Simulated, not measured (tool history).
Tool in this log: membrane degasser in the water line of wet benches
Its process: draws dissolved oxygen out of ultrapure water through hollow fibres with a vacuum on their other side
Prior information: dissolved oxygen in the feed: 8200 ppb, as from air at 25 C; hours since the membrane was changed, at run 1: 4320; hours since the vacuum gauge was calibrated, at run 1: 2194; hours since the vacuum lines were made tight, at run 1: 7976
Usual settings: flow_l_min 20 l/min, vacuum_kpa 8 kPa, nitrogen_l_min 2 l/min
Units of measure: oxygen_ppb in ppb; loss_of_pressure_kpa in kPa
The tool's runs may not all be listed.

run   hour  flow_l_min  vacuum_kpa  nitrogen_l_min  hours since the membrane was changed  hours since the vacuum gauge was calibrated  hours since the vacuum lines were made tight  oxygen_ppb  loss_of_pressure_kpa
  1      0          20           8               2                                  4320                                         2194                                          7976         133                 28.51
  2  118.5          14           8               2                                  4439                                         2312                                          8095        91.4                 20.31
  3  198.7          14           8               2                                  4519                                         2392                                          8175        91.7                 19.92
  4  263.6          14           8               2                                  4584                                         2457                                          8240        93.2                    20
  5  320.4          14           8               2                                  4641                                         2514                                          8297        93.2                 20.26
  6  379.1          14           8               2                                  4699                                         2573                                          8355        93.2                    20
  7  449.7          14       10.42            1.15                                  4770                                         2643                                          8426       215.5                 20.01
     459.4  -- vacuum gauge calibrated
  8  508.5          23       10.37            4.05                                  4828                                           49                                          8484       122.4                 33.18
  9  564.3          22       12.34            3.02                                  4884                                          105                                          8540       182.5                 31.43
 10  684.2          22        6.79            4.21                                  5004                                          225                                          8660        69.2                  31.6
 11  774.7          20           8            4.23                                  5094                                          315                                          8750        76.1                 28.74
     795.4  -- vacuum gauge calibrated, once more
 12  858.2          20        7.23            2.55                                  5177                                           63                                          8833        96.1                 28.81

Branching from run 12: 5 alternative next runs. What would each branch give?
  A  918.4          20           8            1.44                                  5238                                          123                                          8894           ?                     ?
  B  918.4          13        6.01            1.36                                  5238                                          123                                          8894           ?                     ?
  C  918.4          16        8.53            3.09                                  5238                                          123                                          8894           ?                     ?
  D  918.4          29       15.64            5.18                                  5238                                          123                                          8894           ?                     ?
  E  918.4          16       12.42             3.9                                  5238                                          123                                          8894           ?                     ?

run  oxygen_ppb  loss_of_pressure_kpa
  A         176                 28.45
  B        74.7                 18.39
  C          80                 23.03
  D       206.1                 41.24
  E       107.5                 22.89
Without the tool's hidden state the same runs would have given:
run  oxygen_ppb  loss_of_pressure_kpa
  A       169.5                 27.78
  B        70.6                 17.95
  C        75.9                 22.49
  D       198.5                 40.26
  E       102.6                 22.35

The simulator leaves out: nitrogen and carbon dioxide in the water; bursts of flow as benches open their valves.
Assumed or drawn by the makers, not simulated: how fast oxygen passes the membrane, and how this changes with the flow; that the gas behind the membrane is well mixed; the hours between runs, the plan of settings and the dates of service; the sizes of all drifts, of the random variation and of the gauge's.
